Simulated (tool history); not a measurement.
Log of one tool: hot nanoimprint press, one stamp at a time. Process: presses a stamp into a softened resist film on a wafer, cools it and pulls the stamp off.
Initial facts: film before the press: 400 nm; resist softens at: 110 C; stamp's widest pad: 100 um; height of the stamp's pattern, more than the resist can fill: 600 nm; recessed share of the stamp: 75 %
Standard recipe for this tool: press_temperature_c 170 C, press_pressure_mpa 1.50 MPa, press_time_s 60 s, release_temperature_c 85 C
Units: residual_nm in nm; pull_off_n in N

run   hour  press_temperature_c  press_pressure_mpa  press_time_s  release_temperature_c  residual_nm  pull_off_n
  1    0.0                  170                1.50            60                     85        230.0         157
      10.6  -- stamp cleaned and given a new release coat
  2   17.6                  170                1.28            60                     85        246.2         157
  3   42.0                  170                1.50            60                     85        232.0         156
  4   60.4                  170                1.50            60                     85        231.3         163
  5   71.4                  170                1.50            60                     85        228.7         158
  6   83.7                  170                1.50            60                     85        229.6         156
  7   95.2                  170                1.50            60                     85        231.0         159
  8  112.6                  170                1.50            60                     85        230.8         164
  9  129.5                  170                1.50            60                     85        228.8         160
 10  154.4                  170                1.50            60                     85        230.2         161
 11  173.3                  170                1.50            60                     85        230.5         161
 12  192.0                  175                1.46            60                     87        200.1         157
     208.2  -- stamp cleaned and given a new release coat
 13  222.4                  175                1.46            60                     87        200.9         155
 14  243.3                  175                1.46            60                     87        202.3         157
 15  268.3                  175                1.46            60                     87        201.6         156
     283.2  -- plate thermocouple calibrated
 16  287.1                  181                1.89           105                     78        118.3         181
 17  304.4                  170                2.24            60                     73        196.7         197
 18  315.5                  170                1.59            60                     72        225.7         199
 19  340.2                  170                1.59            60                     72        226.9         198
 20  357.2                  177                1.36            60                     72        196.6         200

3 ways to go on from here, each from the tool as it stands after run 20. What would each give?
  A  369.7                  168                1.50            60                     85            ?           ?
  B  369.7                  163                0.98            60                     84            ?           ?
  C  369.7                  177                1.36           120                     72            ?           ?

run  residual_nm  pull_off_n
  A        244.5         163
  B        312.4         164
  C        149.5         195
Stripped of hidden state, with their random variation kept, the same runs would have yielded:
run  residual_nm  pull_off_n
  A        244.5         162
  B        312.4         163
  C        149.5         194
